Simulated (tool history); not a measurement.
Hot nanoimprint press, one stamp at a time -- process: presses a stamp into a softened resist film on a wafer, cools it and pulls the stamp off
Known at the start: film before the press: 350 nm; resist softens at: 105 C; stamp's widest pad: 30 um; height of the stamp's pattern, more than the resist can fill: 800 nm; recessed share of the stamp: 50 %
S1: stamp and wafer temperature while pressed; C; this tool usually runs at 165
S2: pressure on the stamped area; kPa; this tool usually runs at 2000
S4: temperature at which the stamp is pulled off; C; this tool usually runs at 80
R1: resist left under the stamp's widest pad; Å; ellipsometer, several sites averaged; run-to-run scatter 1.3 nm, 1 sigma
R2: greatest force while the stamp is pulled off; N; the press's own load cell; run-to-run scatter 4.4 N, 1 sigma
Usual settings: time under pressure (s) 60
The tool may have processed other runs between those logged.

{"run": 1, "hour": 0.0, "S1": 165, "S2": 2000, "time under pressure (s)": 60, "S4": 80, "R1": 1946, "R2": 239}
{"run": 2, "hour": 53.7, "S1": 165, "S2": 2720, "time under pressure (s)": 60, "S4": 80, "R1": 1683, "R2": 239}
{"run": 3, "hour": 110.2, "S1": 165, "S2": 2720, "time under pressure (s)": 60, "S4": 80, "R1": 1711, "R2": 258}
{"hour": 132.4, "done": "stamp cleaned and given a new release coat"}
{"run": 4, "hour": 177.7, "S1": 154, "S2": 2000, "time under pressure (s)": 60, "S4": 80, "R1": 2919, "R2": 223}
{"run": 5, "hour": 237.8, "S1": 165, "S2": 2000, "time under pressure (s)": 60, "S4": 80, "R1": 1988, "R2": 243}
{"run": 6, "hour": 315.7, "S1": 165, "S2": 2000, "time under pressure (s)": 60, "S4": 80, "R1": 2028, "R2": 250}
{"hour": 359.5, "done": "stamp cleaned and given a new release coat"}
{"run": 7, "hour": 388.5, "S1": 165, "S2": 2000, "time under pressure (s)": 60, "S4": 80, "R1": 2036, "R2": 226}
{"hour": 450.7, "done": "press's hydraulic seals changed and the load cell set to zero"}
{"run": 8, "hour": 471.2, "S1": 165, "S2": 2000, "time under pressure (s)": 60, "S4": 80, "R1": 2017, "R2": 244}
{"hour": 504.5, "done": "plate thermocouple calibrated"}
{"run": 9, "hour": 549.9, "S1": 165, "S2": 2000, "time under pressure (s)": 60, "S4": 80, "R1": 2091, "R2": 260}
{"hour": 601.2, "done": "stamp cleaned and given a new release coat"}
{"run": 10, "hour": 631.2, "S1": 165, "S2": 2000, "time under pressure (s)": 60, "S4": 80, "R1": 2112, "R2": 226}
{"run": 11, "hour": 707.5, "S1": 165, "S2": 2000, "time under pressure (s)": 95, "S4": 80, "R1": 1837, "R2": 243}
{"run": 12, "hour": 748.4, "S1": 165, "S2": 2000, "time under pressure (s)": 95, "S4": 80, "R1": 1854, "R2": 244}
{"hour": 798.1, "done": "plate thermocouple calibrated, once more"}
{"run": 13, "hour": 798.3, "S1": 165, "S2": 2000, "time under pressure (s)": 95, "S4": 80, "R1": 1649, "R2": 261}
{"hour": 835.7, "done": "stamp cleaned and given a new release coat"}
{"run": 14, "hour": 879.4, "S1": 165, "S2": 2000, "time under pressure (s)": 95, "S4": 80, "R1": 1675, "R2": 226}
{"run": 15, "hour": 937.2, "S1": 165, "S2": 2000, "time under pressure (s)": 95, "S4": 80, "R1": 1683, "R2": 232}
{"run": 16, "hour": 975.4, "S1": 165, "S2": 2000, "time under pressure (s)": 95, "S4": 80, "R1": 1728, "R2": 246}

Predict the results of run 17:
{"run": 17, "hour": 1011.1, "S1": 165, "S2": 2000, "time under pressure (s)": 95, "S4": 80, "R1": "?", "R2": "?"}

R1: 1710 Å
R2: 259 N
With the hidden condition absent and the run-to-run variation left alone, this run would have shown R1 1638 Å, R2 224 N.
